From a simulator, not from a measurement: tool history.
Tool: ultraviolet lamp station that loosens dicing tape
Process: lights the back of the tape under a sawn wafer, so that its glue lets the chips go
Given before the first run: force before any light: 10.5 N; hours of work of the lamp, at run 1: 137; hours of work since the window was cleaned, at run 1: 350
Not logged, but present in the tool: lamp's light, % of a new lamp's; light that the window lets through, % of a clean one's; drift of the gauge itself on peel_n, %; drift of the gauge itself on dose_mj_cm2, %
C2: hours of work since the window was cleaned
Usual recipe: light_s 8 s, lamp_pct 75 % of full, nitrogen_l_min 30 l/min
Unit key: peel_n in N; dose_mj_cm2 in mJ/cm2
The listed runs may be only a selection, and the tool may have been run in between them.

{"run": 1, "hour": 0.0, "light_s": 8, "lamp_pct": 75, "nitrogen_l_min": 30, "hours of work of the lamp": 137, "C2": 350, "peel_n": 1.17, "dose_mj_cm2": 343}
{"run": 2, "hour": 5.2, "light_s": 14, "lamp_pct": 75, "nitrogen_l_min": 30, "hours of work of the lamp": 139, "C2": 352, "peel_n": 0.367, "dose_mj_cm2": 605}
{"run": 3, "hour": 11.7, "light_s": 8, "lamp_pct": 75, "nitrogen_l_min": 58, "hours of work of the lamp": 142, "C2": 355, "peel_n": 0.715, "dose_mj_cm2": 342}
{"run": 4, "hour": 21.9, "light_s": 8, "lamp_pct": 75, "nitrogen_l_min": 58, "hours of work of the lamp": 147, "C2": 360, "peel_n": 0.715, "dose_mj_cm2": 344}
{"run": 5, "hour": 33.2, "light_s": 8, "lamp_pct": 87, "nitrogen_l_min": 30, "hours of work of the lamp": 152, "C2": 365, "peel_n": 0.888, "dose_mj_cm2": 395}
{"run": 6, "hour": 43.1, "light_s": 8, "lamp_pct": 87, "nitrogen_l_min": 30, "hours of work of the lamp": 156, "C2": 369, "peel_n": 0.886, "dose_mj_cm2": 396}
{"run": 7, "hour": 54.3, "light_s": 8, "lamp_pct": 87, "nitrogen_l_min": 30, "hours of work of the lamp": 161, "C2": 374, "peel_n": 0.897, "dose_mj_cm2": 401}
{"run": 8, "hour": 60.6, "light_s": 8, "lamp_pct": 87, "nitrogen_l_min": 30, "hours of work of the lamp": 164, "C2": 377, "peel_n": 0.885, "dose_mj_cm2": 393}
{"run": 9, "hour": 65.3, "light_s": 8, "lamp_pct": 87, "nitrogen_l_min": 51, "hours of work of the lamp": 166, "C2": 379, "peel_n": 0.578, "dose_mj_cm2": 395}
{"run": 10, "hour": 74.5, "light_s": 8, "lamp_pct": 75, "nitrogen_l_min": 30, "hours of work of the lamp": 170, "C2": 383, "peel_n": 1.172, "dose_mj_cm2": 343}
{"run": 11, "hour": 84.3, "light_s": 8, "lamp_pct": 75, "nitrogen_l_min": 30, "hours of work of the lamp": 174, "C2": 387, "peel_n": 1.206, "dose_mj_cm2": 339}
{"run": 12, "hour": 92.6, "light_s": 8, "lamp_pct": 75, "nitrogen_l_min": 30, "hours of work of the lamp": 178, "C2": 391, "peel_n": 1.204, "dose_mj_cm2": 336}
{"run": 13, "hour": 103.0, "light_s": 8, "lamp_pct": 75, "nitrogen_l_min": 30, "hours of work of the lamp": 183, "C2": 396, "peel_n": 1.217, "dose_mj_cm2": 338}
{"run": 14, "hour": 113.8, "light_s": 8, "lamp_pct": 75, "nitrogen_l_min": 30, "hours of work of the lamp": 187, "C2": 400, "peel_n": 1.206, "dose_mj_cm2": 339}
{"run": 15, "hour": 122.7, "light_s": 8, "lamp_pct": 75, "nitrogen_l_min": 30, "hours of work of the lamp": 191, "C2": 404, "peel_n": 1.199, "dose_mj_cm2": 333}
{"run": 16, "hour": 133.1, "light_s": 8, "lamp_pct": 75, "nitrogen_l_min": 30, "hours of work of the lamp": 196, "C2": 409, "peel_n": 1.216, "dose_mj_cm2": 335}
{"run": 17, "hour": 144.0, "light_s": 8, "lamp_pct": 75, "nitrogen_l_min": 30, "hours of work of the lamp": 201, "C2": 414, "peel_n": 1.256, "dose_mj_cm2": 339}
{"hour": 145.3, "done": "window cleaned of glue's vapour"}
{"run": 18, "hour": 151.0, "light_s": 8, "lamp_pct": 75, "nitrogen_l_min": 30, "hours of work of the lamp": 204, "C2": 3, "peel_n": 1.263, "dose_mj_cm2": 328}
{"run": 19, "hour": 156.3, "light_s": 8, "lamp_pct": 75, "nitrogen_l_min": 30, "hours of work of the lamp": 206, "C2": 5, "peel_n": 1.3, "dose_mj_cm2": 332}
{"run": 20, "hour": 165.8, "light_s": 8, "lamp_pct": 75, "nitrogen_l_min": 31, "hours of work of the lamp": 210, "C2": 9, "peel_n": 1.298, "dose_mj_cm2": 336}
{"run": 21, "hour": 171.3, "light_s": 8, "lamp_pct": 75, "nitrogen_l_min": 30, "hours of work of the lamp": 213, "C2": 12, "peel_n": 1.268, "dose_mj_cm2": 332}
{"run": 22, "hour": 182.0, "light_s": 8, "lamp_pct": 92, "nitrogen_l_min": 30, "hours of work of the lamp": 217, "C2": 16, "peel_n": 0.883, "dose_mj_cm2": 402}
{"hour": 183.5, "done": "window cleaned of glue's vapour, once more"}
{"run": 23, "hour": 189.3, "light_s": 9, "lamp_pct": 74, "nitrogen_l_min": 13, "hours of work of the lamp": 220, "C2": 3, "peel_n": 1.745, "dose_mj_cm2": 399}
{"run": 24, "hour": 200.6, "light_s": 9, "lamp_pct": 74, "nitrogen_l_min": 13, "hours of work of the lamp": 225, "C2": 8, "peel_n": 1.763, "dose_mj_cm2": 397}
{"run": 25, "hour": 209.9, "light_s": 9, "lamp_pct": 66, "nitrogen_l_min": 9, "hours of work of the lamp": 230, "C2": 12, "peel_n": 2.631, "dose_mj_cm2": 355}
{"run": 26, "hour": 217.6, "light_s": 8, "lamp_pct": 75, "nitrogen_l_min": 12, "hours of work of the lamp": 233, "C2": 15, "peel_n": 2.163, "dose_mj_cm2": 361}
{"run": 27, "hour": 228.2, "light_s": 6, "lamp_pct": 75, "nitrogen_l_min": 20, "hours of work of the lamp": 238, "C2": 20, "peel_n": 2.42, "dose_mj_cm2": 268}
{"run": 28, "hour": 236.2, "light_s": 6, "lamp_pct": 75, "nitrogen_l_min": 20, "hours of work of the lamp": 241, "C2": 23, "peel_n": 2.416, "dose_mj_cm2": 269}
{"run": 29, "hour": 241.9, "light_s": 8, "lamp_pct": 64, "nitrogen_l_min": 11, "hours of work of the lamp": 244, "C2": 26, "peel_n": 2.905, "dose_mj_cm2": 308}
{"run": 30, "hour": 249.9, "light_s": 5, "lamp_pct": 75, "nitrogen_l_min": 37, "hours of work of the lamp": 247, "C2": 29, "peel_n": 2.16, "dose_mj_cm2": 224}
{"run": 31, "hour": 256.7, "light_s": 5, "lamp_pct": 75, "nitrogen_l_min": 37, "hours of work of the lamp": 250, "C2": 32, "peel_n": 2.167, "dose_mj_cm2": 220}
{"run": 32, "hour": 268.0, "light_s": 7, "lamp_pct": 73, "nitrogen_l_min": 52, "hours of work of the lamp": 255, "C2": 38, "peel_n": 1.032, "dose_mj_cm2": 302}
{"run": 33, "hour": 275.0, "light_s": 4, "lamp_pct": 73, "nitrogen_l_min": 16, "hours of work of the lamp": 258, "C2": 41, "peel_n": 4.405, "dose_mj_cm2": 172}
{"run": 34, "hour": 282.0, "light_s": 6, "lamp_pct": 75, "nitrogen_l_min": 14, "hours of work of the lamp": 262, "C2": 44, "peel_n": 3.001, "dose_mj_cm2": 263}
{"run": 35, "hour": 293.4, "light_s": 10, "lamp_pct": 64, "nitrogen_l_min": 14, "hours of work of the lamp": 267, "C2": 49, "peel_n": 1.817, "dose_mj_cm2": 377}
{"run": 36, "hour": 304.0, "light_s": 8, "lamp_pct": 97, "nitrogen_l_min": 30, "hours of work of the lamp": 271, "C2": 54, "peel_n": 0.646, "dose_mj_cm2": 454}
{"run": 37, "hour": 311.9, "light_s": 12, "lamp_pct": 62, "nitrogen_l_min": 24, "hours of work of the lamp": 275, "C2": 57, "peel_n": 0.848, "dose_mj_cm2": 438}
{"run": 38, "hour": 320.8, "light_s": 9, "lamp_pct": 68, "nitrogen_l_min": 30, "hours of work of the lamp": 279, "C2": 61, "peel_n": 1.066, "dose_mj_cm2": 357}
{"run": 39, "hour": 331.8, "light_s": 12, "lamp_pct": 73, "nitrogen_l_min": 30, "hours of work of the lamp": 284, "C2": 66, "peel_n": 0.5, "dose_mj_cm2": 513}
{"run": 40, "hour": 340.0, "light_s": 12, "lamp_pct": 73, "nitrogen_l_min": 30, "hours of work of the lamp": 287, "C2": 69, "peel_n": 0.512, "dose_mj_cm2": 513}
{"run": 41, "hour": 349.6, "light_s": 12, "lamp_pct": 65, "nitrogen_l_min": 29, "hours of work of the lamp": 292, "C2": 74, "peel_n": 0.678, "dose_mj_cm2": 454}
{"run": 42, "hour": 359.9, "light_s": 12, "lamp_pct": 65, "nitrogen_l_min": 29, "hours of work of the lamp": 296, "C2": 78, "peel_n": 0.676, "dose_mj_cm2": 450}
{"run": 43, "hour": 367.3, "light_s": 8, "lamp_pct": 96, "nitrogen_l_min": 30, "hours of work of the lamp": 299, "C2": 82, "peel_n": 0.68, "dose_mj_cm2": 452}

Hidden condition of the tool, last listed run before each entry between runs versus first listed run after:
From run 17 to run 18: window cleaned of glue's vapour (hour 145.3)
  light that the window lets through, % of a clean one's: 92.3 -> 90.7
  measured minus no-state result, peel_n: +0.278 -> +0.309 N; dose_mj_cm2: -44 -> -50 mJ/cm2
From run 22 to run 23: window cleaned of glue's vapour, once more (hour 183.5)
  lamp's light, % of a new lamp's: 95.5 -> 95.4; light that the window lets through, % of a clean one's: 90.5 -> 99.5
  measured minus no-state result, peel_n: +0.241 -> +0.15 N; dose_mj_cm2: -64 -> -21 mJ/cm2
